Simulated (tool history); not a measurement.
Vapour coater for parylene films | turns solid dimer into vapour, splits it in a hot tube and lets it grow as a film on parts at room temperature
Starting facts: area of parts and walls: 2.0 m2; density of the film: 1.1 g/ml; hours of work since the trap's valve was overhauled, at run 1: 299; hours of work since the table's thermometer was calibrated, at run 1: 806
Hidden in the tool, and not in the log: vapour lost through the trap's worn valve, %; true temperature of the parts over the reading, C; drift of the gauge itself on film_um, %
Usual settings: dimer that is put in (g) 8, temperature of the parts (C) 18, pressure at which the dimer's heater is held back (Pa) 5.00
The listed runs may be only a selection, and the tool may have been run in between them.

run    hour  dimer that is put in (g)  temperature of the parts (C)  pressure at which the dimer's heater is held back (Pa)  hours of work since the trap's valve was overhauled  hours of work since the table's thermometer was calibrated  thickness of the film (µm)
  1     0.0                         8                            18                                                    5.00                                                  299                                                         806                        2.61
  2    74.0                         8                            18                                                    5.00                                                  341                                                         848                        2.63
  3   119.8                         8                            18                                                    5.00                                                  367                                                         874                        2.65
      130.1  -- trap's valve overhauled
  4   177.1                         8                            15                                                    5.00                                                   27                                                         904                        2.92
  5   249.3                         8                            19                                                    5.00                                                   67                                                         945                        2.56
  6   299.5                         8                            18                                                    5.00                                                   96                                                         973                        2.66
  7   352.9                         8                            18                                                    3.28                                                  126                                                        1004                        2.79
  8   425.3                         3                            18                                                    3.28                                                  167                                                        1045                        1.04
  9   494.4                         3                            18                                                    3.28                                                  206                                                        1084                        1.04
 10   561.0                         3                            18                                                    3.28                                                  244                                                        1121                        1.04
 11   641.4                         3                            18                                                    3.28                                                  289                                                        1167                        1.04
 12   720.7                         3                            18                                                    3.28                                                  334                                                        1212                        1.02
 13   770.1                         3                            18                                                    3.28                                                  362                                                        1240                        1.03
      786.1  -- trap's valve overhauled
 14   821.4                         3                            11                                                    3.28                                                   20                                                        1267                        1.30
 15   876.0                         7                            11                                                    2.50                                                   51                                                        1297                        3.13
 16   922.4                         7                            11                                                    2.50                                                   77                                                        1324                        3.12
 17   968.2                         7                            11                                                    2.50                                                  103                                                        1350                        3.10
 18  1043.4                         8                            25                                                    4.57                                                  146                                                        1392                        2.11
 19  1124.8                         8                            24                                                    2.90                                                  192                                                        1438                        2.33
 20  1212.4                         8                            24                                                    2.90                                                  241                                                        1488                        2.31
 21  1291.0                        13                            23                                                    5.00                                                  286                                                        1532                        3.63
 22  1374.7                         7                            23                                                    3.19                                                  333                                                        1580                        2.08
 23  1421.2                        12                            23                                                    7.92                                                  360                                                        1606                        3.18
     1440.1  -- trap's valve overhauled
 24  1461.1                        12                            23                                                    7.92                                                   12                                                        1626                        3.17
 25  1549.1                        12                            23                                                    7.92                                                   62                                                        1676                        3.19

What if the next run were any one of these 4? Each begins from the tool's condition after run 25:
  A  1607.1                         4                            11                                                    5.00                                                   95                                                        1709                           ?
  B  1607.1                         8                            18                                                    5.45                                                   95                                                        1709                           ?
  C  1607.1                         3                            18                                                    2.10                                                   95                                                        1709                           ?
  D  1607.1                        12                            23                                                    2.00                                                   95                                                        1709                           ?

run  thickness of the film (µm)
  A                        1.66
  B                        2.65
  C                        1.09
  D                        3.74
Without the tool's hidden state the same runs would have given:
run  thickness of the film (µm)
  A                        1.66
  B                        2.65
  C                        1.09
  D                        3.74
